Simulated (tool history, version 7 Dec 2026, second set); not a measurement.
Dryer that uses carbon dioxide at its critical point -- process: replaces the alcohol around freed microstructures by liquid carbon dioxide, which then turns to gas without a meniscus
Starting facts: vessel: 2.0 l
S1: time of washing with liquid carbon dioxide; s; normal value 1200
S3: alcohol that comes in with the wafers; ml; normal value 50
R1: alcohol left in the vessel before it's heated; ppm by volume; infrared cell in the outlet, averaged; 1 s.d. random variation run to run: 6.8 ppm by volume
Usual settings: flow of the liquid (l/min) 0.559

run 1 hour=0.0 | S1=1200 flow_of_the_liquid_(l/min)=0.559 S3=50 | R1=538
run 2 hour=13.8 | S1=1200 flow_of_the_liquid_(l/min)=0.559 S3=50 | R1=543
run 3 hour=24.3 | S1=1200 flow_of_the_liquid_(l/min)=0.706 S3=50 | R1=285
run 4 hour=32.1 | S1=1200 flow_of_the_liquid_(l/min)=0.559 S3=50 | R1=565
run 5 hour=42.0 | S1=1200 flow_of_the_liquid_(l/min)=0.559 S3=50 | R1=554
run 6 hour=49.0 | S1=1200 flow_of_the_liquid_(l/min)=0.559 S3=35 | R1=426
run 7 hour=55.9 | S1=1200 flow_of_the_liquid_(l/min)=0.559 S3=35 | R1=448
run 8 hour=71.1 | S1=1260 flow_of_the_liquid_(l/min)=0.559 S3=35 | R1=400
run 9 hour=81.2 | S1=1260 flow_of_the_liquid_(l/min)=0.559 S3=35 | R1=379
run 10 hour=91.5 | S1=1200 flow_of_the_liquid_(l/min)=0.403 S3=50 | R1=1451
run 11 hour=101.7 | S1=1200 flow_of_the_liquid_(l/min)=0.403 S3=50 | R1=1415
run 12 hour=111.9 | S1=1200 flow_of_the_liquid_(l/min)=0.559 S3=50 | R1=576
run 13 hour=126.3 | S1=1200 flow_of_the_liquid_(l/min)=0.559 S3=50 | R1=587
run 14 hour=139.1 | S1=1200 flow_of_the_liquid_(l/min)=0.559 S3=50 | R1=593
run 15 hour=145.7 | S1=1200 flow_of_the_liquid_(l/min)=0.559 S3=50 | R1=615
run 16 hour=153.7 | S1=1200 flow_of_the_liquid_(l/min)=0.380 S3=50 | R1=1725
run 17 hour=163.7 | S1=1200 flow_of_the_liquid_(l/min)=0.528 S3=78 | R1=1010
run 18 hour=177.2 | S1=1200 flow_of_the_liquid_(l/min)=0.528 S3=78 | R1=1024
run 19 hour=189.1 | S1=1200 flow_of_the_liquid_(l/min)=0.528 S3=78 | R1=1010
run 20 hour=202.7 | S1=1380 flow_of_the_liquid_(l/min)=0.453 S3=50 | R1=780
run 21 hour=209.5 | S1=1560 flow_of_the_liquid_(l/min)=0.397 S3=63 | R1=949
run 22 hour=220.3 | S1=1560 flow_of_the_liquid_(l/min)=0.375 S3=95 | R1=1601
run 23 hour=233.8 | S1=1200 flow_of_the_liquid_(l/min)=0.902 S3=47 | R1=233
run 24 hour=247.4 | S1=720 flow_of_the_liquid_(l/min)=0.543 S3=50 | R1=2592
run 25 hour=253.8 | S1=720 flow_of_the_liquid_(l/min)=0.543 S3=50 | R1=2562
run 26 hour=267.2 | S1=780 flow_of_the_liquid_(l/min)=0.563 S3=28 | R1=1214
run 27 hour=274.7 | S1=1200 flow_of_the_liquid_(l/min)=0.886 S3=46 | R1=243
run 28 hour=285.0 | S1=1500 flow_of_the_liquid_(l/min)=0.886 S3=46 | R1=210
run 29 hour=295.0 | S1=1380 flow_of_the_liquid_(l/min)=0.595 S3=50 | R1=396

4 options for the next run, each taken on its own from the tool as it stands now. Forecast them:
run A hour=302.6 | S1=1200 flow_of_the_liquid_(l/min)=0.637 S3=50 | R1=?
run B hour=302.6 | S1=1200 flow_of_the_liquid_(l/min)=0.554 S3=50 | R1=?
run C hour=302.6 | S1=1920 flow_of_the_liquid_(l/min)=0.375 S3=21 | R1=?
run D hour=302.6 | S1=1380 flow_of_the_liquid_(l/min)=0.503 S3=36 | R1=?

run=A R1=481
run=B R1=696
run=C R1=369
run=D R1=492
Without the tool's hidden state the same runs would have given:
run=A R1=172
run=B R1=324
run=C R1=105
run=D R1=185
